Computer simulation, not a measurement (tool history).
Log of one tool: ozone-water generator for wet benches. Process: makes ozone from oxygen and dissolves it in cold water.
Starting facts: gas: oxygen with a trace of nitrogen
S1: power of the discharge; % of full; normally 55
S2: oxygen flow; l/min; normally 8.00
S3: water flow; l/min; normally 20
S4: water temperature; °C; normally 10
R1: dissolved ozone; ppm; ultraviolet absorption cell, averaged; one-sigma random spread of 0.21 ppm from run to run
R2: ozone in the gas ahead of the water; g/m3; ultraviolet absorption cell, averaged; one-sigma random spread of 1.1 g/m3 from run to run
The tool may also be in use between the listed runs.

Run 1, hour 0.0: usual settings. Result: R1 31.0 ppm, R2 205.7 g/m3.
Run 2, hour 57.8: usual settings. Result: R1 31.2 ppm, R2 206.7 g/m3.
Run 3, hour 116.2: usual settings. Result: R1 31.2 ppm, R2 205.4 g/m3.
Run 4, hour 178.5: usual settings. Result: R1 31.2 ppm, R2 208.0 g/m3.
Run 5, hour 230.1: usual settings. Result: R1 31.2 ppm, R2 204.9 g/m3.
Run 6, hour 257.6: usual settings. Result: R1 31.1 ppm, R2 205.5 g/m3.
Run 7, hour 311.8: usual settings but S1 45 % of full. Result: R1 26.1 ppm, R2 175.6 g/m3.
Run 8, hour 373.5: usual settings but S1 45 % of full. Result: R1 27.3 ppm, R2 175.3 g/m3.
Run 9, hour 419.5: usual settings but S1 45 % of full. Result: R1 26.9 ppm, R2 174.8 g/m3.
At hour 437.7: contactor cleaned.
Run 10, hour 483.1: usual settings but S1 45 % of full. Result: R1 26.6 ppm, R2 177.0 g/m3.
Run 11, hour 513.3: usual settings but S1 45 % of full. Result: R1 26.5 ppm, R2 176.0 g/m3.
Run 12, hour 565.1: usual settings but S1 45 % of full. Result: R1 26.6 ppm, R2 176.3 g/m3.
Run 13, hour 618.6: usual settings but S1 46 % of full. Result: R1 27.2 ppm, R2 178.3 g/m3.
Run 14, hour 661.2: usual settings but S3 16 l/min. Result: R1 36.9 ppm, R2 206.6 g/m3.
Run 15, hour 690.5: usual settings but S3 16 l/min. Result: R1 36.9 ppm, R2 207.3 g/m3.
Run 16, hour 735.4: usual settings but S3 16 l/min. Result: R1 37.3 ppm, R2 206.1 g/m3.
Run 17, hour 786.4: usual settings but S1 92 % of full, S3 14 l/min. Result: R1 60.2 ppm, R2 308.8 g/m3.
Run 18, hour 838.5: usual settings but S2 9.67 l/min, S4 17 °C. Result: R1 28.5 ppm, R2 194.2 g/m3.
Run 19, hour 873.0: usual settings but S1 85 % of full, S2 11.50 l/min, S3 26 l/min, S4 7 °C. Result: R1 40.5 ppm, R2 258.9 g/m3.
Run 20, hour 928.0: usual settings but S2 7.38 l/min, S3 16 l/min. Result: R1 36.9 ppm, R2 209.0 g/m3.
Run 21, hour 954.0: usual settings but S1 74 % of full, S3 32 l/min. Result: R1 26.1 ppm, R2 259.2 g/m3.
Run 22, hour 983.8: usual settings but S1 52 % of full, S2 9.06 l/min, S3 17 l/min, S4 5 °C. Result: R1 37.6 ppm, R2 190.0 g/m3.
Run 23, hour 1032.7: usual settings but S4 16 °C. Result: R1 27.8 ppm, R2 205.8 g/m3.
Run 24, hour 1063.9: usual settings but S4 16 °C. Result: R1 28.6 ppm, R2 204.3 g/m3.
Run 25, hour 1099.9: usual settings but S2 6.29 l/min, S4 16 °C. Result: R1 26.9 ppm, R2 219.1 g/m3.
Run 26, hour 1145.8: usual settings but S1 68 % of full, S2 10.92 l/min, S4 16 °C. Result: R1 34.2 ppm, R2 219.9 g/m3.
Run 27, hour 1209.8: usual settings but S1 49 % of full, S2 10.92 l/min, S4 9 °C. Result: R1 30.6 ppm, R2 170.2 g/m3.
Run 28, hour 1241.4: usual settings but S1 49 % of full, S2 4.39 l/min, S4 9 °C. Result: R1 24.4 ppm, R2 225.5 g/m3.
At hour 1254.8: water thermometer calibrated.
Run 29, hour 1286.4: usual settings but S3 13 l/min, S4 13 °C. Result: R1 40.0 ppm, R2 205.9 g/m3.
Run 30, hour 1337.7: usual settings but S1 54 % of full, S2 11.33 l/min, S4 6 °C. Result: R1 35.2 ppm, R2 183.1 g/m3.
Run 31, hour 1374.1: usual settings but S1 54 % of full, S2 11.33 l/min, S4 6 °C. Result: R1 35.0 ppm, R2 184.3 g/m3.
Run 32, hour 1405.5: usual settings but S1 56 % of full, S2 7.49 l/min, S3 22 l/min, S4 8 °C. Result: R1 29.6 ppm, R2 213.5 g/m3.

Predict each of these 5 candidate next runs independently; none follows another, all start after run 32:
Run A, hour 1452.4: usual settings but S4 9 °C. Result: R1 ?, R2 ?.
Run B, hour 1452.4: usual settings but S1 56 % of full, S2 7.94 l/min, S3 22 l/min, S4 8 °C. Result: R1 ?, R2 ?.
Run C, hour 1452.4: usual settings but S1 40 % of full, S2 11.22 l/min, S4 7 °C. Result: R1 ?, R2 ?.
Run D, hour 1452.4: usual settings but S3 28 l/min. Result: R1 ?, R2 ?.
Run E, hour 1452.4: usual settings but S1 41 % of full, S4 6 °C. Result: R1 ?, R2 ?.

run    R1     R2
  A  31.7  205.7
  B  30.1  210.2
  C  27.3  146.1
  D  23.7  205.7
  E  26.1  163.5
With no hidden state in the tool, these same runs would have given:
run    R1     R2
  A  31.7  205.8
  B  30.1  210.3
  C  27.3  146.2
  D  23.7  205.8
  E  26.1  163.6
